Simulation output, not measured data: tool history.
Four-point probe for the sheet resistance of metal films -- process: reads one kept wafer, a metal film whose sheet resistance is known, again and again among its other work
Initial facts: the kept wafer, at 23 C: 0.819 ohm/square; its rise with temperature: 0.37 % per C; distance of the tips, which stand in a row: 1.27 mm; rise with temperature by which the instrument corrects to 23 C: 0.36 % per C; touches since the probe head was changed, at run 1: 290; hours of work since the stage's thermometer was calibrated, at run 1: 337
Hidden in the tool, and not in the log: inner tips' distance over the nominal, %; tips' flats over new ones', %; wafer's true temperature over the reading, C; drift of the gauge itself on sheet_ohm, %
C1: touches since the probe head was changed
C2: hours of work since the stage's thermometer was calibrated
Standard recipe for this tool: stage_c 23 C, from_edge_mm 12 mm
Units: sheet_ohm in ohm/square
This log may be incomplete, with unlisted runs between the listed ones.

Run 1, hour 0.0: usual settings; C1 290; C2 337. Result: sheet_ohm 0.823626 ohm/square.
Run 2, hour 17.6: usual settings; C1 869; C2 349. Result: sheet_ohm 0.824010 ohm/square.
Run 3, hour 51.6: usual settings; C1 1986; C2 374. Result: sheet_ohm 0.823649 ohm/square.
Run 4, hour 76.1: usual settings but stage_c 29 C; C1 2792; C2 392. Result: sheet_ohm 0.824153 ohm/square.
Run 5, hour 115.1: usual settings; C1 4073; C2 420. Result: sheet_ohm 0.824102 ohm/square.
Run 6, hour 144.5: usual settings but from_edge_mm 7 mm; C1 5038; C2 441. Result: sheet_ohm 0.833472 ohm/square.
Run 7, hour 182.5: usual settings but from_edge_mm 7 mm; C1 6289; C2 468. Result: sheet_ohm 0.833293 ohm/square.
Run 8, hour 201.2: usual settings but from_edge_mm 7 mm; C1 6903; C2 481. Result: sheet_ohm 0.833160 ohm/square.
Run 9, hour 225.9: usual settings; C1 7717; C2 499. Result: sheet_ohm 0.823751 ohm/square.
Run 10, hour 245.5: usual settings; C1 8361; C2 513. Result: sheet_ohm 0.823985 ohm/square.
Run 11, hour 278.3: usual settings; C1 9437; C2 537. Result: sheet_ohm 0.823816 ohm/square.
Run 12, hour 300.1: usual settings; C1 10155; C2 553. Result: sheet_ohm 0.824014 ohm/square.
Run 13, hour 337.8: usual settings but stage_c 26 C, from_edge_mm 10 mm; C1 11394; C2 580. Result: sheet_ohm 0.826016 ohm/square.
Run 14, hour 365.6: usual settings but stage_c 26 C, from_edge_mm 10 mm; C1 12306; C2 600. Result: sheet_ohm 0.826616 ohm/square.
Run 15, hour 395.0: usual settings but stage_c 34 C, from_edge_mm 17 mm; C1 13273; C2 621. Result: sheet_ohm 0.822188 ohm/square.
Run 16, hour 435.0: usual settings but stage_c 22 C, from_edge_mm 42 mm; C1 14588; C2 649. Result: sheet_ohm 0.819563 ohm/square.
Run 17, hour 478.1: usual settings but stage_c 31 C, from_edge_mm 19 mm; C1 16004; C2 680. Result: sheet_ohm 0.821657 ohm/square.
Run 18, hour 513.1: usual settings but stage_c 31 C, from_edge_mm 19 mm; C1 17155; C2 706. Result: sheet_ohm 0.821517 ohm/square.
Run 19, hour 540.5: usual settings but stage_c 21 C; C1 18056; C2 725. Result: sheet_ohm 0.823532 ohm/square.
Run 20, hour 577.4: usual settings but stage_c 21 C; C1 19269; C2 752. Result: sheet_ohm 0.823766 ohm/square.
Run 21, hour 595.2: usual settings but from_edge_mm 3 mm; C1 19855; C2 765. Result: sheet_ohm 0.890365 ohm/square.
Run 22, hour 630.3: usual settings but stage_c 29 C, from_edge_mm 6 mm; C1 21009; C2 790. Result: sheet_ohm 0.838953 ohm/square.
Run 23, hour 668.6: usual settings but from_edge_mm 30 mm; C1 22268; C2 817. Result: sheet_ohm 0.819791 ohm/square.

Predict each of these 5 candidate next runs independently; none follows another, all start after run 23:
Run A, hour 703.8: usual settings but stage_c 19 C, from_edge_mm 13 mm; C1 23423; C2 843. Result: sheet_ohm ?.
Run B, hour 703.8: usual settings but stage_c 27 C, from_edge_mm 4 mm; C1 23423; C2 843. Result: sheet_ohm ?.
Run C, hour 703.8: usual settings but stage_c 19 C, from_edge_mm 29 mm; C1 23423; C2 843. Result: sheet_ohm ?.
Run D, hour 703.8: usual settings but stage_c 21 C, from_edge_mm 6 mm; C1 23423; C2 843. Result: sheet_ohm ?.
Run E, hour 703.8: usual settings but stage_c 24 C, from_edge_mm 28 mm; C1 23423; C2 843. Result: sheet_ohm ?.

run  sheet_ohm
  A   0.822925
  B   0.861296
  C   0.819654
  D   0.838156
  E   0.820126
Had the tool no hidden state, the same runs would have come out as:
run  sheet_ohm
  A   0.822960
  B   0.861332
  C   0.819688
  D   0.838191
  E   0.820160

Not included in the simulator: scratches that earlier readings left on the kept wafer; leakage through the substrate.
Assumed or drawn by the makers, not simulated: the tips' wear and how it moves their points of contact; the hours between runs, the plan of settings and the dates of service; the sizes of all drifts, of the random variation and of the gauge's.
